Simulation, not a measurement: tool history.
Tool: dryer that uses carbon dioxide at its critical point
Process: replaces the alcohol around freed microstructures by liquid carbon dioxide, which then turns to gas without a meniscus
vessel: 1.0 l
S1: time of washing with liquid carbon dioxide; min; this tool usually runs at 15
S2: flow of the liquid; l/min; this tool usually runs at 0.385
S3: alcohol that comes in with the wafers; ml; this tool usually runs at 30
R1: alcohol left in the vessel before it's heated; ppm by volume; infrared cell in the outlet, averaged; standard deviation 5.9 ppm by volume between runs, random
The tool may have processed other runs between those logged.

{"run": 1, "hour": 0.0, "S1": 15, "S2": 0.385, "S3": 30, "R1": 229}
{"run": 2, "hour": 8.2, "S1": 15, "S2": 0.385, "S3": 30, "R1": 224}
{"run": 3, "hour": 20.4, "S1": 15, "S2": 0.385, "S3": 30, "R1": 237}
{"run": 4, "hour": 30.9, "S1": 15, "S2": 0.385, "S3": 30, "R1": 240}
{"run": 5, "hour": 37.5, "S1": 15, "S2": 0.385, "S3": 30, "R1": 247}
{"run": 6, "hour": 45.2, "S1": 15, "S2": 0.385, "S3": 30, "R1": 254}
{"run": 7, "hour": 57.3, "S1": 15, "S2": 0.487, "S3": 30, "R1": 83}
{"run": 8, "hour": 64.5, "S1": 15, "S2": 0.387, "S3": 30, "R1": 242}
{"run": 9, "hour": 71.2, "S1": 15, "S2": 0.385, "S3": 60, "R1": 470}
{"run": 10, "hour": 78.5, "S1": 14, "S2": 0.385, "S3": 60, "R1": 664}
{"run": 11, "hour": 89.1, "S1": 14, "S2": 0.385, "S3": 60, "R1": 677}
{"run": 12, "hour": 98.0, "S1": 14, "S2": 0.385, "S3": 60, "R1": 665}
{"run": 13, "hour": 109.0, "S1": 14, "S2": 0.385, "S3": 60, "R1": 672}
{"run": 14, "hour": 118.5, "S1": 14, "S2": 0.267, "S3": 95, "R1": 4383}

Expected results for the next run?
{"run": 15, "hour": 128.9, "S1": 14, "S2": 0.601, "S3": 30, "R1": "?"}

Run 15 yielded R1 53 ppm by volume.
With no hidden state in the tool, this same run would have given R1 22 ppm by volume.

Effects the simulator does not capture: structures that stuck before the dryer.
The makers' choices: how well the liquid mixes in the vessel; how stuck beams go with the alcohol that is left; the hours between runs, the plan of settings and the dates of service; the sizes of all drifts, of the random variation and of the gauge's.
